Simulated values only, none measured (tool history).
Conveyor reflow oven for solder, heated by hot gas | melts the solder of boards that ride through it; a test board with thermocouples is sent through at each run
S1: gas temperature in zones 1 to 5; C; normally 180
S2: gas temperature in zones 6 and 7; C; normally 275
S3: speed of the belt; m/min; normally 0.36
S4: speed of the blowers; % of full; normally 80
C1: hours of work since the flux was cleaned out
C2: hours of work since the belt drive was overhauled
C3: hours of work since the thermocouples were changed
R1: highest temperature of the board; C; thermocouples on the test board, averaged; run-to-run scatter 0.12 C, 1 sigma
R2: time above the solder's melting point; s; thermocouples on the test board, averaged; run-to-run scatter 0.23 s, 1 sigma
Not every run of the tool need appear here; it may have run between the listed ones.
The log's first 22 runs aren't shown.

run,hour,S1,S2,S3,S4,C1,C2,C3,R1,R2
23,258.1,167,275,0.36,74,67,445,411,264.2,83.8
24,274.5,167,275,0.36,74,75,453,419,264.1,83.9
25,286.9,167,275,0.412,74,81,459,425,260,69.7
26,303.6,167,275,0.406,58,89,467,434,256.1,66.7
27,313.9,167,276,0.406,84,94,472,439,263.3,73.3
28,326.1,170,281,0.39,72,100,478,445,267.1,79.9
29,342.5,170,281,0.39,72,108,486,453,267.2,79.5
30,359.2,190,290,0.418,56,116,494,461,271.4,84.4
31,368.2,190,290,0.418,56,121,499,465,271.6,84.6

What if the next run were any one of these 4? Each begins from the tool's condition after run 31:
A,378.2,190,272,0.418,56,126,504,470,?,?
B,378.2,185,275,0.343,80,126,504,470,?,?
C,378.2,180,275,0.39,56,126,504,470,?,?
D,378.2,180,281,0.36,80,126,504,470,?,?

run,R1,R2
A,256,74.8
B,267.9,99
C,258.9,77.9
D,271.9,93.5
Take away the tool's hidden state, keep each run's random variation, and the runs would have read:
run,R1,R2
A,255.9,73.8
B,267.7,97.6
C,258.7,76.8
D,271.9,92.3
